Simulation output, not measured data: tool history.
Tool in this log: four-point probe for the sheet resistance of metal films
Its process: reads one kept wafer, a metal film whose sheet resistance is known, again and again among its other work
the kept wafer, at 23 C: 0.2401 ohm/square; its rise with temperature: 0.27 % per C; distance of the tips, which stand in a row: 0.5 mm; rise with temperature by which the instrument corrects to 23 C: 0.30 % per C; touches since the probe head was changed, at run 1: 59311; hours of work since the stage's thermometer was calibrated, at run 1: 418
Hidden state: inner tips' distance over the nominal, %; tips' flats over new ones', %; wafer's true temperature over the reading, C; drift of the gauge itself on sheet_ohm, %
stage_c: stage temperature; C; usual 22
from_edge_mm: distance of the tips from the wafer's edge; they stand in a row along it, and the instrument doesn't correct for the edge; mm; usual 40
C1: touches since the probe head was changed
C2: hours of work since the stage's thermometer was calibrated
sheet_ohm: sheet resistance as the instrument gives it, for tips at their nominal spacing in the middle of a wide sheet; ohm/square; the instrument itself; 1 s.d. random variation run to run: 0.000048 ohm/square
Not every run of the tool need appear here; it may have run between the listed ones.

Run 1, hour 0: usual settings; C1 59311; C2 418. Result: sheet_ohm 0.240183 ohm/square.
Run 2, hour 22.6: usual settings; C1 60225; C2 429. Result: sheet_ohm 0.240176 ohm/square.
Run 3, hour 51.9: usual settings but from_edge_mm 18 mm; C1 61412; C2 443. Result: sheet_ohm 0.240314 ohm/square.
Run 4, hour 80.6: usual settings but from_edge_mm 18 mm; C1 62575; C2 457. Result: sheet_ohm 0.240282 ohm/square.
Run 5, hour 97.5: usual settings but from_edge_mm 18 mm; C1 63261; C2 465. Result: sheet_ohm 0.240209 ohm/square.
Run 6, hour 117.1: usual settings but from_edge_mm 18 mm; C1 64058; C2 474. Result: sheet_ohm 0.240297 ohm/square.
Run 7, hour 138.8: usual settings but from_edge_mm 3 mm; C1 64935; C2 485. Result: sheet_ohm 0.243616 ohm/square.
Run 8, hour 154.5: usual settings but from_edge_mm 14 mm; C1 65570; C2 492. Result: sheet_ohm 0.240432 ohm/square.
Run 9, hour 184.1: usual settings but stage_c 25 C, from_edge_mm 70 mm; C1 66772; C2 507. Result: sheet_ohm 0.240007 ohm/square.
Run 10, hour 211.2: usual settings but stage_c 31 C, from_edge_mm 70 mm; C1 67868; C2 520. Result: sheet_ohm 0.239591 ohm/square.
Run 11, hour 242.5: usual settings but stage_c 18 C, from_edge_mm 6 mm; C1 69136; C2 535. Result: sheet_ohm 0.241377 ohm/square.
Run 12, hour 270.5: usual settings but stage_c 28 C, from_edge_mm 3 mm; C1 70272; C2 548. Result: sheet_ohm 0.24331 ohm/square.
Run 13, hour 298.2: usual settings but stage_c 26 C, from_edge_mm 10 mm; C1 71394; C2 561. Result: sheet_ohm 0.240148 ohm/square.
Run 14, hour 318.7: usual settings but stage_c 26 C, from_edge_mm 10 mm; C1 72226; C2 571. Result: sheet_ohm 0.240246 ohm/square.
Run 15, hour 338.3: usual settings but stage_c 26 C, from_edge_mm 10 mm; C1 73018; C2 581. Result: sheet_ohm 0.240317 ohm/square.

Below are 5 alternative next runs, each starting from the tool's condition after run 15. Predict each:
Run A, hour 354.3: usual settings but from_edge_mm 29 mm; C1 73669; C2 588. Result: sheet_ohm ?.
Run B, hour 354.3: usual settings but from_edge_mm 27 mm; C1 73669; C2 588. Result: sheet_ohm ?.
Run C, hour 354.3: usual settings but stage_c 18 C, from_edge_mm 16 mm; C1 73669; C2 588. Result: sheet_ohm ?.
Run D, hour 354.3: usual settings but stage_c 25 C; C1 73669; C2 588. Result: sheet_ohm ?.
Run E, hour 354.3: usual settings but stage_c 26 C, from_edge_mm 19 mm; C1 73669; C2 588. Result: sheet_ohm ?.

run  sheet_ohm
  A   0.240231
  B   0.240142
  C   0.240571
  D   0.239924
  E   0.240067
What these runs would have given with no unlogged condition in the tool:
run  sheet_ohm
  A   0.240207
  B   0.240119
  C   0.240547
  D     0.2399
  E   0.240043
